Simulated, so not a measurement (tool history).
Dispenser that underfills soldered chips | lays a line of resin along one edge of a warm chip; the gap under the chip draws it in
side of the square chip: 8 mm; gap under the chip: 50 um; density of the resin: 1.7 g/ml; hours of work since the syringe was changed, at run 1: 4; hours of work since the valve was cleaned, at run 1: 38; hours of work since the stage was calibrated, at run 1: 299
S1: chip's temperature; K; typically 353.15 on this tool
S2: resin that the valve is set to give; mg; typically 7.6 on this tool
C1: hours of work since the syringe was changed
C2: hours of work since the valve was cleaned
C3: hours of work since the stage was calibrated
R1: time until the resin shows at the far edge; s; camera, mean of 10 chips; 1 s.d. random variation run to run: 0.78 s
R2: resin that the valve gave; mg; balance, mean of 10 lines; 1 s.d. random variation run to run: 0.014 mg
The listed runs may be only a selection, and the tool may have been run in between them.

{"run": 1, "hour": 0.0, "S1": 353.15, "S2": 7.6, "C1": 4, "C2": 38, "C3": 299, "R1": 116.5, "R2": 7.37}
{"hour": 8.8, "done": "new syringe of resin"}
{"hour": 11.0, "done": "dispensing valve cleaned and set on the balance"}
{"run": 2, "hour": 13.4, "S1": 353.15, "S2": 7.6, "C1": 2, "C2": 1, "C3": 306, "R1": 92.5, "R2": 7.57}
{"run": 3, "hour": 21.5, "S1": 353.15, "S2": 8.8, "C1": 7, "C2": 7, "C3": 311, "R1": 136.6, "R2": 8.73}
{"hour": 25.4, "done": "new syringe of resin"}
{"run": 4, "hour": 33.9, "S1": 353.15, "S2": 7.6, "C1": 5, "C2": 14, "C3": 319, "R1": 120.7, "R2": 7.49}
{"hour": 41.1, "done": "new syringe of resin"}
{"run": 5, "hour": 46.3, "S1": 353.15, "S2": 7.6, "C1": 3, "C2": 22, "C3": 327, "R1": 102.5, "R2": 7.47}
{"hour": 57.0, "done": "new syringe of resin"}
{"run": 6, "hour": 57.2, "S1": 353.15, "S2": 7.6, "C1": 0, "C2": 29, "C3": 333, "R1": 79, "R2": 7.41}
{"run": 7, "hour": 69.2, "S1": 353.15, "S2": 9.73, "C1": 8, "C2": 36, "C3": 341, "R1": 146, "R2": 9.41}
{"hour": 72.8, "done": "new syringe of resin"}
{"run": 8, "hour": 79.9, "S1": 353.15, "S2": 9.73, "C1": 5, "C2": 43, "C3": 348, "R1": 112.8, "R2": 9.37}
{"hour": 82.7, "done": "dispensing valve cleaned and set on the balance"}
{"run": 9, "hour": 88.7, "S1": 353.15, "S2": 9.73, "C1": 9, "C2": 4, "C3": 352, "R1": 168.6, "R2": 9.66}
{"hour": 90.1, "done": "new syringe of resin"}
{"run": 10, "hour": 99.2, "S1": 353.15, "S2": 9.73, "C1": 6, "C2": 10, "C3": 359, "R1": 121, "R2": 9.62}
{"hour": 106.4, "done": "new syringe of resin"}
{"run": 11, "hour": 111.8, "S1": 353.15, "S2": 9.73, "C1": 3, "C2": 18, "C3": 367, "R1": 99.4, "R2": 9.56}
{"hour": 122.4, "done": "new syringe of resin"}
{"run": 12, "hour": 123.2, "S1": 353.15, "S2": 9.73, "C1": 1, "C2": 25, "C3": 374, "R1": 80.3, "R2": 9.5}
{"run": 13, "hour": 133.5, "S1": 344.15, "S2": 9.73, "C1": 7, "C2": 32, "C3": 380, "R1": 199.1, "R2": 9.44}
{"hour": 138.0, "done": "new syringe of resin"}
{"run": 14, "hour": 147.0, "S1": 353.15, "S2": 7.6, "C1": 6, "C2": 40, "C3": 389, "R1": 124.9, "R2": 7.32}
{"hour": 154.0, "done": "new syringe of resin"}
{"hour": 155.0, "done": "dispensing valve cleaned and set on the balance"}
{"run": 15, "hour": 162.6, "S1": 368.15, "S2": 7.6, "C1": 5, "C2": 5, "C3": 398, "R1": 64.6, "R2": 7.59}
{"hour": 170.7, "done": "new syringe of resin"}
{"run": 16, "hour": 176.2, "S1": 368.15, "S2": 7.6, "C1": 3, "C2": 13, "C3": 406, "R1": 59.7, "R2": 7.54}
{"run": 17, "hour": 185.5, "S1": 368.15, "S2": 7.6, "C1": 9, "C2": 19, "C3": 412, "R1": 97, "R2": 7.53}
{"hour": 186.7, "done": "new syringe of resin"}
{"run": 18, "hour": 197.4, "S1": 353.15, "S2": 9.64, "C1": 7, "C2": 26, "C3": 419, "R1": 134.7, "R2": 9.43}
{"hour": 202.1, "done": "new syringe of resin"}
{"run": 19, "hour": 207.1, "S1": 353.15, "S2": 9.64, "C1": 3, "C2": 32, "C3": 425, "R1": 99.7, "R2": 9.4}
{"hour": 217.6, "done": "new syringe of resin"}
{"run": 20, "hour": 218.9, "S1": 367.15, "S2": 8.32, "C1": 1, "C2": 40, "C3": 432, "R1": 50.3, "R2": 8.07}
{"hour": 226.8, "done": "dispensing valve cleaned and set on the balance"}
{"run": 21, "hour": 230.6, "S1": 355.15, "S2": 9.28, "C1": 8, "C2": 2, "C3": 439, "R1": 137.6, "R2": 9.29}
{"hour": 234.7, "done": "new syringe of resin"}
{"run": 22, "hour": 242.7, "S1": 353.15, "S2": 7.49, "C1": 5, "C2": 10, "C3": 447, "R1": 123.3, "R2": 7.46}
{"hour": 250.5, "done": "new syringe of resin"}
{"run": 23, "hour": 252.0, "S1": 358.15, "S2": 6.51, "C1": 1, "C2": 16, "C3": 452, "R1": 76.8, "R2": 6.44}
{"hour": 266.2, "done": "new syringe of resin"}
{"run": 24, "hour": 266.2, "S1": 347.15, "S2": 8.84, "C1": 0, "C2": 24, "C3": 461, "R1": 105.2, "R2": 8.68}
{"run": 25, "hour": 273.4, "S1": 363.15, "S2": 8.84, "C1": 5, "C2": 29, "C3": 466, "R1": 79.8, "R2": 8.64}
{"hour": 282.6, "done": "new syringe of resin"}
{"run": 26, "hour": 282.6, "S1": 344.15, "S2": 8.55, "C1": 0, "C2": 35, "C3": 471, "R1": 118.3, "R2": 8.33}
{"run": 27, "hour": 294.0, "S1": 340.15, "S2": 8.46, "C1": 7, "C2": 42, "C3": 479, "R1": 251.9, "R2": 8.16}
{"hour": 298.2, "done": "new syringe of resin"}
{"hour": 299.2, "done": "dispensing valve cleaned and set on the balance"}
{"run": 28, "hour": 308.6, "S1": 340.15, "S2": 8.46, "C1": 6, "C2": 6, "C3": 487, "R1": 229.5, "R2": 8.42}
{"hour": 315.0, "done": "new syringe of resin"}
{"run": 29, "hour": 319.8, "S1": 340.15, "S2": 8.46, "C1": 3, "C2": 13, "C3": 494, "R1": 182.4, "R2": 8.38}
{"hour": 330.5, "done": "new syringe of resin"}
{"run": 30, "hour": 333.4, "S1": 340.15, "S2": 8.46, "C1": 2, "C2": 21, "C3": 502, "R1": 165.6, "R2": 8.34}
{"hour": 346.2, "done": "new syringe of resin"}
{"run": 31, "hour": 346.2, "S1": 365.15, "S2": 7.48, "C1": 0, "C2": 29, "C3": 510, "R1": 52.2, "R2": 7.33}
{"run": 32, "hour": 356.3, "S1": 355.15, "S2": 8.54, "C1": 6, "C2": 36, "C3": 517, "R1": 130.4, "R2": 8.34}
{"hour": 362.0, "done": "new syringe of resin"}
{"run": 33, "hour": 363.2, "S1": 361.15, "S2": 9.09, "C1": 1, "C2": 40, "C3": 521, "R1": 61.2, "R2": 8.83}
{"hour": 371.1, "done": "dispensing valve cleaned and set on the balance"}
{"run": 34, "hour": 375.1, "S1": 340.15, "S2": 7.95, "C1": 8, "C2": 3, "C3": 528, "R1": 259.6, "R2": 7.93}

Take each entry between the runs: how does the hidden state at the last listed run before it differ from the hidden state at the first listed run after it?
After run 1, before run 2: new syringe of resin (hour 8.8); dispensing valve cleaned and set on the balance (hour 11)
  resin's viscosity, % of fresh resin's: 147.6 -> 118.1; dose that the valve gives, % of what is set: 96.81 -> 99.58; true chip temperature over the reading, C: -2.01 -> -2.06
  the result without the hidden state subtracted from the measured one, R1: +44.5 -> +20.5 s; R2: -0.24 -> -0.03 mg
After run 3, before run 4: new syringe of resin (hour 25.4)
  resin's viscosity, % of fresh resin's: 179.8 -> 155; dose that the valve gives, % of what is set: 99.16 -> 98.58; true chip temperature over the reading, C: -2.1 -> -2.17
  the result without the hidden state subtracted from the measured one, R1: +67 -> +49.5 s; R2: -0.07 -> -0.1 mg
After run 4, before run 5: new syringe of resin (hour 41.1)
  resin's viscosity, % of fresh resin's: 155 -> 128.9; dose that the valve gives, % of what is set: 98.58 -> 97.9; true chip temperature over the reading, C: -2.17 -> -2.23
  the result without the hidden state subtracted from the measured one, R1: +49.5 -> +30.1 s; R2: -0.1 -> -0.16 mg
After run 5, before run 6: new syringe of resin (hour 57)
  resin's viscosity, % of fresh resin's: 128.9 -> 100.3; dose that the valve gives, % of what is set: 97.9 -> 97.32; true chip temperature over the reading, C: -2.23 -> -2.28
  the result without the hidden state subtracted from the measured one, R1: +30.1 -> +7.6 s; R2: -0.16 -> -0.21 mg
After run 7, before run 8: new syringe of resin (hour 72.8)
  resin's viscosity, % of fresh resin's: 186.4 -> 145.7; dose that the valve gives, % of what is set: 96.69 -> 96.13; true chip temperature over the reading, C: -2.34 -> -2.39
  the result without the hidden state subtracted from the measured one, R1: +74.7 -> +42.8 s; R2: -0.32 -> -0.37 mg
After run 8, before run 9: dispensing valve cleaned and set on the balance (hour 82.7)
  resin's viscosity, % of fresh resin's: 145.7 -> 218.7; dose that the valve gives, % of what is set: 96.13 -> 99.37; true chip temperature over the reading, C: -2.39 -> -2.43
  the result without the hidden state subtracted from the measured one, R1: +42.8 -> +98.8 s; R2: -0.37 -> -0.06 mg
After run 9, before run 10: new syringe of resin (hour 90.1)
  resin's viscosity, % of fresh resin's: 218.7 -> 160.2; dose that the valve gives, % of what is set: 99.37 -> 98.82; true chip temperature over the reading, C: -2.43 -> -2.48
  the result without the hidden state subtracted from the measured one, R1: +98.8 -> +52.6 s; R2: -0.06 -> -0.12 mg
After run 10, before run 11: new syringe of resin (hour 106.4)
  resin's viscosity, % of fresh resin's: 160.2 -> 130.5; dose that the valve gives, % of what is set: 98.82 -> 98.23; true chip temperature over the reading, C: -2.48 -> -2.54
  the result without the hidden state subtracted from the measured one, R1: +52.6 -> +30.6 s; R2: -0.12 -> -0.17 mg
After run 11, before run 12: new syringe of resin (hour 122.4)
  resin's viscosity, % of fresh resin's: 130.5 -> 104.9; dose that the valve gives, % of what is set: 98.23 -> 97.63; true chip temperature over the reading, C: -2.54 -> -2.6
  the result without the hidden state subtracted from the measured one, R1: +30.6 -> +11.5 s; R2: -0.17 -> -0.23 mg
After run 13, before run 14: new syringe of resin (hour 138)
  resin's viscosity, % of fresh resin's: 179 -> 157.5; dose that the valve gives, % of what is set: 97.1 -> 96.45; true chip temperature over the reading, C: -2.65 -> -2.71
  the result without the hidden state subtracted from the measured one, R1: +99.8 -> +54.6 s; R2: -0.28 -> -0.27 mg
After run 14, before run 15: new syringe of resin (hour 154); dispensing valve cleaned and set on the balance (hour 155)
  resin's viscosity, % of fresh resin's: 157.5 -> 146.5; dose that the valve gives, % of what is set: 96.45 -> 99.71; true chip temperature over the reading, C: -2.71 -> -2.78
  the result without the hidden state subtracted from the measured one, R1: +54.6 -> +24.9 s; R2: -0.27 -> -0.03 mg
After run 15, before run 16: new syringe of resin (hour 170.7)
  resin's viscosity, % of fresh resin's: 146.5 -> 135.2; dose that the valve gives, % of what is set: 99.71 -> 99.11; true chip temperature over the reading, C: -2.78 -> -2.85
  the result without the hidden state subtracted from the measured one, R1: +24.9 -> +20.2 s; R2: -0.03 -> -0.07 mg
After run 17, before run 18: new syringe of resin (hour 186.7)
  resin's viscosity, % of fresh resin's: 219.7 -> 171.7; dose that the valve gives, % of what is set: 98.6 -> 98.02; true chip temperature over the reading, C: -2.89 -> -2.95
  the result without the hidden state subtracted from the measured one, R1: +57.6 -> +65 s; R2: -0.1 -> -0.19 mg
After run 18, before run 19: new syringe of resin (hour 202.1)
  resin's viscosity, % of fresh resin's: 171.7 -> 128.5; dose that the valve gives, % of what is set: 98.02 -> 97.5; true chip temperature over the reading, C: -2.95 -> -3
  the result without the hidden state subtracted from the measured one, R1: +65 -> +31.1 s; R2: -0.19 -> -0.24 mg
After run 19, before run 20: new syringe of resin (hour 217.6)
  resin's viscosity, % of fresh resin's: 128.5 -> 108.2; dose that the valve gives, % of what is set: 97.5 -> 96.89; true chip temperature over the reading, C: -3 -> -3.05
  the result without the hidden state subtracted from the measured one, R1: +31.1 -> +9.1 s; R2: -0.24 -> -0.26 mg
After run 20, before run 21: dispensing valve cleaned and set on the balance (hour 226.8)
  resin's viscosity, % of fresh resin's: 108.2 -> 189; dose that the valve gives, % of what is set: 96.89 -> 100.05; true chip temperature over the reading, C: -3.05 -> -3.1
  the result without the hidden state subtracted from the measured one, R1: +9.1 -> +72.9 s; R2: -0.26 -> +0 mg
After run 21, before run 22: new syringe of resin (hour 234.7)
  resin's viscosity, % of fresh resin's: 189 -> 150.6; dose that the valve gives, % of what is set: 100.05 -> 99.47; true chip temperature over the reading, C: -3.1 -> -3.17
  the result without the hidden state subtracted from the measured one, R1: +72.9 -> +51.4 s; R2: +0 -> -0.04 mg
After run 22, before run 23: new syringe of resin (hour 250.5)
  resin's viscosity, % of fresh resin's: 150.6 -> 110; dose that the valve gives, % of what is set: 99.47 -> 99.02; true chip temperature over the reading, C: -3.17 -> -3.21
  the result without the hidden state subtracted from the measured one, R1: +51.4 -> +15.6 s; R2: -0.04 -> -0.06 mg
After run 23, before run 24: new syringe of resin (hour 266.2)
  resin's viscosity, % of fresh resin's: 110 -> 100.1; dose that the valve gives, % of what is set: 99.02 -> 98.3; true chip temperature over the reading, C: -3.21 -> -3.28
  the result without the hidden state subtracted from the measured one, R1: +15.6 -> +13.8 s; R2: -0.06 -> -0.15 mg
After run 25, before run 26: new syringe of resin (hour 282.6)
  resin's viscosity, % of fresh resin's: 145.2 -> 100.7; dose that the valve gives, % of what is set: 97.9 -> 97.43; true chip temperature over the reading, C: -3.32 -> -3.36
  the result without the hidden state subtracted from the measured one, R1: +31.5 -> +16.9 s; R2: -0.18 -> -0.22 mg
After run 27, before run 28: new syringe of resin (hour 298.2); dispensing valve cleaned and set on the balance (hour 299.2)
  resin's viscosity, % of fresh resin's: 182.2 -> 164.1; dose that the valve gives, % of what is set: 96.79 -> 99.75; true chip temperature over the reading, C: -3.42 -> -3.49
  the result without the hidden state subtracted from the measured one, R1: +133.5 -> +109.3 s; R2: -0.27 -> -0.02 mg
After run 28, before run 29: new syringe of resin (hour 315)
  resin's viscosity, % of fresh resin's: 164.1 -> 128.3; dose that the valve gives, % of what is set: 99.75 -> 99.21; true chip temperature over the reading, C: -3.49 -> -3.54
  the result without the hidden state subtracted from the measured one, R1: +109.3 -> +60.9 s; R2: -0.02 -> -0.07 mg
After run 29, before run 30: new syringe of resin (hour 330.5)
  resin's viscosity, % of fresh resin's: 128.3 -> 114.8; dose that the valve gives, % of what is set: 99.21 -> 98.55; true chip temperature over the reading, C: -3.54 -> -3.6
  the result without the hidden state subtracted from the measured one, R1: +60.9 -> +42.7 s; R2: -0.07 -> -0.12 mg
After run 30, before run 31: new syringe of resin (hour 346.2)
  resin's viscosity, % of fresh resin's: 114.8 -> 100.1; dose that the valve gives, % of what is set: 98.55 -> 97.91; true chip temperature over the reading, C: -3.6 -> -3.67
  the result without the hidden state subtracted from the measured one, R1: +42.7 -> +7 s; R2: -0.12 -> -0.15 mg
After run 32, before run 33: new syringe of resin (hour 362)
  resin's viscosity, % of fresh resin's: 169.7 -> 105.3; dose that the valve gives, % of what is set: 97.36 -> 96.99; true chip temperature over the reading, C: -3.72 -> -3.75
  the result without the hidden state subtracted from the measured one, R1: +64.4 -> +11.1 s; R2: -0.22 -> -0.28 mg
After run 33, before run 34: dispensing valve cleaned and set on the balance (hour 371.1)
  resin's viscosity, % of fresh resin's: 105.3 -> 185.5; dose that the valve gives, % of what is set: 96.99 -> 99.94; true chip temperature over the reading, C: -3.75 -> -3.8
  the result without the hidden state subtracted from the measured one, R1: +11.1 -> +141.4 s; R2: -0.28 -> -0.01 mg

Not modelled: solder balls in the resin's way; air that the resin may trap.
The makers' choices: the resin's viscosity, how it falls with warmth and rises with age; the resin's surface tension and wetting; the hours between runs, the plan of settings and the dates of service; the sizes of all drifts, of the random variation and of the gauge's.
